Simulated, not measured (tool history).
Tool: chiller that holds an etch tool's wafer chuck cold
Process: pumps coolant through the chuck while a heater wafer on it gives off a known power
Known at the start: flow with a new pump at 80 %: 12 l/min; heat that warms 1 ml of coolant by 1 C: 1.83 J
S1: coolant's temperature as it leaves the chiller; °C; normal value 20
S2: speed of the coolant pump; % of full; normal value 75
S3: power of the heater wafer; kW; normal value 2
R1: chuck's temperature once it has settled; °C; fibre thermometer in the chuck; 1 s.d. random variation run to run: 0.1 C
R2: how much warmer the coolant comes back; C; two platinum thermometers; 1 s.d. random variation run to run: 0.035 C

Run 1, day 0: usual settings. Result: R1 40.7 °C, R2 5.89 C.
Run 2, day 5.546: usual settings. Result: R1 40.9 °C, R2 5.88 C.
Run 3, day 8.812: usual settings but S3 2.861 kW. Result: R1 49.8 °C, R2 8.51 C.
Run 4, day 14.846: usual settings. Result: R1 40.9 °C, R2 5.97 C.
Run 5, day 17.65: usual settings but S2 78 % of full. Result: R1 40.2 °C, R2 5.77 C.
Run 6, day 23.154: usual settings but S3 2.528 kW. Result: R1 46.6 °C, R2 7.5 C.
Run 7, day 26.767: usual settings. Result: R1 41.2 °C, R2 6.03 C.
Run 8, day 32.588: usual settings but S1 28 °C, S3 1.381 kW. Result: R1 42.6 °C, R2 4.15 C.
Run 9, day 37.504: usual settings but S1 28 °C, S2 85 % of full, S3 2.077 kW. Result: R1 47.7 °C, R2 5.45 C.
Run 10, day 41.3: usual settings but S1 11 °C, S2 79 % of full, S3 2.077 kW. Result: R1 32.2 °C, R2 5.85 C.
Run 11, day 46.188: usual settings but S1 11 °C, S2 79 % of full, S3 2.077 kW. Result: R1 32.3 °C, R2 5.93 C.
Run 12, day 50.988: usual settings but S1 15 °C, S2 62 % of full, S3 1.43 kW. Result: R1 33.3 °C, R2 5.24 C.
Run 13, day 54.196: usual settings but S1 26 °C, S2 86 % of full, S3 2.301 kW. Result: R1 47.8 °C, R2 6.03 C.
Run 14, day 57.7: usual settings but S1 24 °C, S2 90 % of full, S3 1.337 kW. Result: R1 36.2 °C, R2 3.38 C.

Each run again, without the hidden state but with its own random variation kept:
The hidden state here: heat passed by the chuck's channels, % of clean ones'; flow at a given pump speed, % of a new pump's; coolant's true temperature over the reading, C; drift of the gauge itself on chuck_c, C; drift of the gauge itself on warmer_back_c, C.
run    R1    R2
  1  40.4  5.83
  2  40.6   5.8
  3  49.3  8.39
  4  40.5  5.87
  5  39.8  5.66
  6  45.9  7.36
  7  40.6  5.91
  8  42.2  4.05
  9    47  5.31
 10  31.4   5.7
 11  31.4  5.76
 12  32.5  5.09
 13  46.7  5.84
 14  35.6  3.28

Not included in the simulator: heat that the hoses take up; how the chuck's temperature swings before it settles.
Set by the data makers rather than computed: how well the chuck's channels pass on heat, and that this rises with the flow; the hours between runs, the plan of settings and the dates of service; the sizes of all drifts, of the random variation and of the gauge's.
